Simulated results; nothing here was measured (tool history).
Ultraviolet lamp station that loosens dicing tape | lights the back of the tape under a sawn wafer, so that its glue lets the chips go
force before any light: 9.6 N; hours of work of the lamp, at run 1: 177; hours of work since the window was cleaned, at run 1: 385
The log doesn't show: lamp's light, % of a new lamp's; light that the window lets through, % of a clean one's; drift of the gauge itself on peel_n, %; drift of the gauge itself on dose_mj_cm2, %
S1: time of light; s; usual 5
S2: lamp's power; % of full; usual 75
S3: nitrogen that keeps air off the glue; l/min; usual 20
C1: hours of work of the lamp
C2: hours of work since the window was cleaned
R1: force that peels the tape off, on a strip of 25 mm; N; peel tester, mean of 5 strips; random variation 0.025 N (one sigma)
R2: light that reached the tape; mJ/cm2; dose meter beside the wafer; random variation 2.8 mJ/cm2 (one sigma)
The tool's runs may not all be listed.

run   hour  S1  S2  S3   C1   C2     R1   R2
  1    0.0   5  75  20  177  385  1.460  341
  2   15.1   5  75  19  185  392  1.572  345
  3   33.8   5  75  19  194  401  1.511  337
  4   43.2   5  75  10  198  406  2.411  339
  5   56.5   5  75  20  205  412  1.520  340
  6   73.0   5  75  20  213  420  1.550  339
  7   90.1   5  75  20  221  429  1.564  335
  8  103.4   3  75  20  227  435  3.076  197
  9  123.1   3  99  20  237  445  2.253  265
 10  141.6   3  99  20  246  454  2.206  264
 11  162.4   3  99  20  256  464  2.233  266
 12  176.3   3  99  20  263  470  2.366  263
 13  196.9   5  86  20  273  480  1.234  377
 14  206.2   5  86  20  277  485  1.260  376
 15  217.6   5  75  20  283  490  1.604  324
 16  238.0   5  75  20  293  500  1.648  326
 17  253.9   5  75  20  301  508  1.654  325
 18  263.1   5  75  20  305  513  1.653  328
 19  281.0   5  75  20  314  521  1.613  321
 20  292.0   5  75  20  319  527  1.618  325
 21  302.2   5  75  20  324  532  1.589  318
 22  316.2   5  75  34  331  538  1.208  327
 23  330.7   5  79  11  338  545  2.323  336
 24  344.9   5  79  11  345  552  2.237  337
 25  361.5   5  79   7  353  560  3.022  334
 26  374.3   4  75  20  359  566  2.431  255
 27  391.4   5  93  20  367  575  1.209  393
 28  405.3   8  97  20  374  582  0.424  658
 29  419.8   3  83  28  381  589  2.574  208
 30  435.3   6  73  28  389  596  1.025  369
 31  456.2   6  73  28  399  606  1.025  370
 32  466.9   6  73  28  404  611  1.045  364
 33  488.0   9  75   7  414  622  1.416  563
 34  508.2   9  75   7  424  632  1.429  555
     518.0  -- window cleaned of glue's vapour
 35  527.1   9  75   7  433    4  1.178  623
 36  540.4   5  75   7  439   11  2.744  344
 37  550.0   5  75   7  444   15  2.961  344
 38  570.6   5  75   7  454   25  2.995  338
 39  583.9   5  62   7  460   32  3.483  281
 40  599.3   3  82   7  468   39  4.313  221
 41  614.4   3  63  22  475   47  3.484  173
 42  625.6   5  78  39  481   52  0.899  350
 43  646.7   3  94   9  491   62  3.523  251

Hidden state at the last listed run before each entry between runs and at the first one after, where it differs:
Between runs 34 and 35: window cleaned of glue's vapour (hour 518.0)
  lamp's light, % of a new lamp's: 89.8 -> 89.6; light that the window lets through, % of a clean one's: 89.5 -> 99.9
  measured less the result without the state, R1: +0.477 -> +0.227 N; R2: -136 -> -73 mJ/cm2
